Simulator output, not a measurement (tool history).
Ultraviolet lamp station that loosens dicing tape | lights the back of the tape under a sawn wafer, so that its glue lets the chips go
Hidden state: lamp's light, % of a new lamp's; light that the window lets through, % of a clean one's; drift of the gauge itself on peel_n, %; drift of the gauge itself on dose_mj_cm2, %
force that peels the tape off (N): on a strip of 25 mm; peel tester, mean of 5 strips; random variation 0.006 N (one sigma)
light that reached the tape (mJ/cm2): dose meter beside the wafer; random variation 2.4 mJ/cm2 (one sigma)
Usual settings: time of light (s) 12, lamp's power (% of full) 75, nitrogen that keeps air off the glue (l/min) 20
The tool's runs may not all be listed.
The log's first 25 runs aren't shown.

run	day	time of light (s)	lamp's power (% of full)	nitrogen that keeps air off the glue (l/min)	hours of work of the lamp	hours of work since the window was cleaned	force that peels the tape off (N)	light that reached the tape (mJ/cm2)
26	25.183	8	94	17	597	192	0.469	204
27	26.621	9	75	20	615	210	0.570	185
28	28.083	7	83	19	633	228	0.810	156
29	28.925	7	83	19	644	238	0.814	156
30	30.338	7	72	16	661	256	1.214	130
31	31.758	9	63	17	679	274	0.934	150
# day 32.017: window cleaned of glue's vapour
32	32.596	12	63	33	689	7	0.247	209
33	33.654	12	62	20	703	20	0.417	204
34	34.796	17	60	14	717	35	0.247	280
35	35.817	17	60	14	730	47	0.259	279
36	37.067	17	60	14	745	63	0.277	275
37	37.904	23	63	28	756	73	0.063	391
38	38.871	16	63	12	768	86	0.316	269
39	40.054	12	89	17	782	100	0.201	285

Forecast each of these 3 alternatives for the next run:
A	41.404	12	80	37	799	117	?	?
B	41.404	12	60	21	799	117	?	?
C	41.404	9	75	6	799	117	?	?

run	force that peels the tape off (N)	light that reached the tape (mJ/cm2)
A	0.129	255
B	0.467	189
C	1.462	177
Without the tool's hidden state the same runs would have given:
run	force that peels the tape off (N)	light that reached the tape (mJ/cm2)
A	0.085	304
B	0.295	225
C	1.095	212
